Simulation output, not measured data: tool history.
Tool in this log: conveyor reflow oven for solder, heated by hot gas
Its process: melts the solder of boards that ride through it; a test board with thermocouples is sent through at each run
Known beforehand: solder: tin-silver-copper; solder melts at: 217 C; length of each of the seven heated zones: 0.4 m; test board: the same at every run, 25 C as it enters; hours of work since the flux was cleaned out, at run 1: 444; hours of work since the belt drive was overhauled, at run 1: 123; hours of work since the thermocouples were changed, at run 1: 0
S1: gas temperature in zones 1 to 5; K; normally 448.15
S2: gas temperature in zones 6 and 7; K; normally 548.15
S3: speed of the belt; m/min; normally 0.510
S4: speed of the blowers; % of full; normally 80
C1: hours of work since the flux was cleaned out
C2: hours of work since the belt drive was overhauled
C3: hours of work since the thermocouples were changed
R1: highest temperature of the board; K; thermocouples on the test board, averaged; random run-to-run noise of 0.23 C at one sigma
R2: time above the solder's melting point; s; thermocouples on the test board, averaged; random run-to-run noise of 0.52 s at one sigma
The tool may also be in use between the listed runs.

run	hour	S1	S2	S3	S4	C1	C2	C3	R1	R2
1	0.0	448.15	548.15	0.510	80	444	123	0	533.95	77.7
# hour 54.8: flux residue cleaned out of gas plates and filters
2	67.0	448.15	548.15	0.510	80	6	152	29	534.85	79.5
3	102.8	448.15	548.15	0.510	80	23	169	47	534.95	79.6
4	137.5	448.15	548.15	0.510	80	39	186	63	535.25	79.4
5	197.6	448.15	548.15	0.560	80	68	214	92	532.35	69.7
6	250.5	448.15	556.15	0.510	80	93	240	117	542.85	83.4
7	290.5	448.15	556.15	0.510	80	112	259	136	542.25	84.1
8	321.6	448.15	556.15	0.510	80	127	273	151	542.35	83.7
9	351.7	448.15	556.15	0.510	80	141	288	165	542.05	83.1
10	380.9	457.15	557.15	0.537	80	155	302	179	543.35	84.1
11	414.1	457.15	557.15	0.537	80	171	317	195	542.95	84.1
12	442.8	447.15	548.15	0.557	78	185	331	208	531.75	69.3
13	501.7	447.15	548.15	0.557	78	213	359	236	531.55	69.4
14	529.0	434.15	551.15	0.510	80	226	372	249	536.15	74.8
15	581.1	434.15	551.15	0.510	80	250	397	274	535.75	75.0
16	623.4	434.15	551.15	0.510	80	271	417	294	535.95	74.9
17	673.4	436.15	548.15	0.516	80	294	441	318	533.15	72.7
18	699.3	436.15	548.15	0.516	80	307	453	330	532.85	72.9

Consider 3 possible next runs. They are alternatives, not a sequence: every one starts from the tool as it was left by run 18. What does each give?
A	761.4	448.15	542.15	0.429	80	336	483	360	?	?
B	761.4	436.15	548.15	0.466	80	336	483	360	?	?
C	761.4	436.15	537.15	0.516	53	336	483	360	?	?

run	R1	R2
A	534.25	95.2
B	536.25	84.1
C	514.75	52.0
The same runs, with their run-to-run variation unchanged, on a tool lacking any hidden condition would have given:
run	R1	R2
A	534.25	94.4
B	536.45	83.6
C	514.85	51.8

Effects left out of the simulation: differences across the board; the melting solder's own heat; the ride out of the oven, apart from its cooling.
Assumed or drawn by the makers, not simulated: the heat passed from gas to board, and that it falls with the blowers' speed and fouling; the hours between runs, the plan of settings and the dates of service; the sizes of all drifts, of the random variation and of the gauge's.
